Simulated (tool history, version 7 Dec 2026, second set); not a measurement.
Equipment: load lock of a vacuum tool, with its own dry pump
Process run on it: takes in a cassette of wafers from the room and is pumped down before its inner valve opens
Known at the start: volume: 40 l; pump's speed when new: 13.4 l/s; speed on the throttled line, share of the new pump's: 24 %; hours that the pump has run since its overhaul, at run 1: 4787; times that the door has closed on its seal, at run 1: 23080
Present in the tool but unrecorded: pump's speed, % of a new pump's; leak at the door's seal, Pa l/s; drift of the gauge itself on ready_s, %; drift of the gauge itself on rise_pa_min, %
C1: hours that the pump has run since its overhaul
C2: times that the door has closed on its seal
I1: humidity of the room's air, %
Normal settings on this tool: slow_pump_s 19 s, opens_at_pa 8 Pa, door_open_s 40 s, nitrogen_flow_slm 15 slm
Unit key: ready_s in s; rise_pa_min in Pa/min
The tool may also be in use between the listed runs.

run 1 hour=0.0 | slow_pump_s=19 opens_at_pa=8 door_open_s=40 nitrogen_flow_slm=15 | C1=4787 C2=23080 | I1=44.0 | ready_s=44.6 rise_pa_min=0.212
run 2 hour=111.2 | slow_pump_s=19 opens_at_pa=8 door_open_s=40 nitrogen_flow_slm=15 | C1=4899 C2=23361 | I1=44.7 | ready_s=44.2 rise_pa_min=0.206
run 3 hour=172.7 | slow_pump_s=19 opens_at_pa=8 door_open_s=91 nitrogen_flow_slm=15 | C1=4960 C2=23517 | I1=44.6 | ready_s=44.7 rise_pa_min=0.219
run 4 hour=272.6 | slow_pump_s=17 opens_at_pa=8 door_open_s=40 nitrogen_flow_slm=15 | C1=5060 C2=23769 | I1=46.9 | ready_s=43.1 rise_pa_min=0.209
run 5 hour=343.6 | slow_pump_s=19 opens_at_pa=8 door_open_s=40 nitrogen_flow_slm=15 | C1=5131 C2=23948 | I1=45.9 | ready_s=44.6 rise_pa_min=0.220
run 6 hour=426.2 | slow_pump_s=19 opens_at_pa=8 door_open_s=40 nitrogen_flow_slm=15 | C1=5214 C2=24157 | I1=45.3 | ready_s=45.3 rise_pa_min=0.222
run 7 hour=520.3 | slow_pump_s=19 opens_at_pa=8 door_open_s=40 nitrogen_flow_slm=15 | C1=5308 C2=24395 | I1=41.2 | ready_s=44.9 rise_pa_min=0.228
run 8 hour=614.2 | slow_pump_s=19 opens_at_pa=8 door_open_s=40 nitrogen_flow_slm=15 | C1=5402 C2=24632 | I1=42.4 | ready_s=44.3 rise_pa_min=0.226
run 9 hour=734.5 | slow_pump_s=19 opens_at_pa=8 door_open_s=40 nitrogen_flow_slm=15 | C1=5522 C2=24936 | I1=48.1 | ready_s=44.7 rise_pa_min=0.233
run 10 hour=824.4 | slow_pump_s=19 opens_at_pa=8 door_open_s=49 nitrogen_flow_slm=15 | C1=5612 C2=25163 | I1=43.4 | ready_s=44.6 rise_pa_min=0.237
run 11 hour=886.2 | slow_pump_s=19 opens_at_pa=8 door_open_s=49 nitrogen_flow_slm=15 | C1=5674 C2=25319 | I1=45.6 | ready_s=44.8 rise_pa_min=0.237
run 12 hour=977.3 | slow_pump_s=19 opens_at_pa=8 door_open_s=49 nitrogen_flow_slm=15 | C1=5765 C2=25550 | I1=48.9 | ready_s=45.2 rise_pa_min=0.244
run 13 hour=1069.0 | slow_pump_s=19 opens_at_pa=8 door_open_s=40 nitrogen_flow_slm=15 | C1=5856 C2=25781 | I1=41.9 | ready_s=44.9 rise_pa_min=0.246
run 14 hour=1170.5 | slow_pump_s=17 opens_at_pa=9 door_open_s=27 nitrogen_flow_slm=9 | C1=5958 C2=26038 | I1=44.9 | ready_s=43.2 rise_pa_min=0.249
run 15 hour=1269.9 | slow_pump_s=19 opens_at_pa=8 door_open_s=58 nitrogen_flow_slm=21 | C1=6057 C2=26289 | I1=44.7 | ready_s=45.5 rise_pa_min=0.254
run 16 hour=1363.2 | slow_pump_s=19 opens_at_pa=14 door_open_s=132 nitrogen_flow_slm=21 | C1=6151 C2=26525 | I1=43.8 | ready_s=43.2 rise_pa_min=0.262
run 17 hour=1463.3 | slow_pump_s=27 opens_at_pa=14 door_open_s=37 nitrogen_flow_slm=21 | C1=6251 C2=26777 | I1=50.0 | ready_s=48.9 rise_pa_min=0.254
run 18 hour=1523.4 | slow_pump_s=27 opens_at_pa=14 door_open_s=37 nitrogen_flow_slm=21 | C1=6311 C2=26929 | I1=43.6 | ready_s=49.2 rise_pa_min=0.258
run 19 hour=1623.2 | slow_pump_s=18 opens_at_pa=11 door_open_s=69 nitrogen_flow_slm=30 | C1=6411 C2=27181 | I1=43.2 | ready_s=43.6 rise_pa_min=0.259
run 20 hour=1705.2 | slow_pump_s=23 opens_at_pa=13 door_open_s=69 nitrogen_flow_slm=37 | C1=6493 C2=27389 | I1=45.0 | ready_s=46.5 rise_pa_min=0.261
run 21 hour=1784.7 | slow_pump_s=23 opens_at_pa=13 door_open_s=69 nitrogen_flow_slm=37 | C1=6572 C2=27589 | I1=45.8 | ready_s=46.6 rise_pa_min=0.267
run 22 hour=1871.2 | slow_pump_s=14 opens_at_pa=8 door_open_s=40 nitrogen_flow_slm=10 | C1=6659 C2=27808 | I1=45.5 | ready_s=42.2 rise_pa_min=0.280
run 23 hour=1941.5 | slow_pump_s=37 opens_at_pa=9 door_open_s=172 nitrogen_flow_slm=20 | C1=6729 C2=27986 | I1=44.8 | ready_s=57.9 rise_pa_min=0.297
run 24 hour=2067.3 | slow_pump_s=37 opens_at_pa=9 door_open_s=172 nitrogen_flow_slm=20 | C1=6855 C2=28303 | I1=45.5 | ready_s=58.2 rise_pa_min=0.290
run 25 hour=2141.7 | slow_pump_s=32 opens_at_pa=7 door_open_s=26 nitrogen_flow_slm=20 | C1=6929 C2=28491 | I1=44.8 | ready_s=55.3 rise_pa_min=0.274
run 26 hour=2248.5 | slow_pump_s=16 opens_at_pa=14 door_open_s=167 nitrogen_flow_slm=20 | C1=7036 C2=28761 | I1=46.3 | ready_s=41.2 rise_pa_min=0.300

Forecast each of these 4 alternatives for the next run:
run A hour=2377.9 | slow_pump_s=16 opens_at_pa=14 door_open_s=143 nitrogen_flow_slm=20 | C1=7165 C2=29088 | I1=44.6 | ready_s=? rise_pa_min=?
run B hour=2377.9 | slow_pump_s=16 opens_at_pa=8 door_open_s=29 nitrogen_flow_slm=20 | C1=7165 C2=29088 | I1=44.1 | ready_s=? rise_pa_min=?
run C hour=2377.9 | slow_pump_s=16 opens_at_pa=12 door_open_s=167 nitrogen_flow_slm=20 | C1=7165 C2=29088 | I1=44.9 | ready_s=? rise_pa_min=?
run D hour=2377.9 | slow_pump_s=34 opens_at_pa=8 door_open_s=104 nitrogen_flow_slm=12 | C1=7165 C2=29088 | I1=47.8 | ready_s=? rise_pa_min=?

run=A ready_s=41.3 rise_pa_min=0.303
run=B ready_s=43.3 rise_pa_min=0.292
run=C ready_s=42.0 rise_pa_min=0.307
run=D ready_s=56.6 rise_pa_min=0.311
The same runs, with their run-to-run variation unchanged, on a tool lacking any hidden condition would have given:
run=A ready_s=38.9 rise_pa_min=0.031
run=B ready_s=40.7 rise_pa_min=0.017
run=C ready_s=39.5 rise_pa_min=0.033
run=D ready_s=54.5 rise_pa_min=0.038
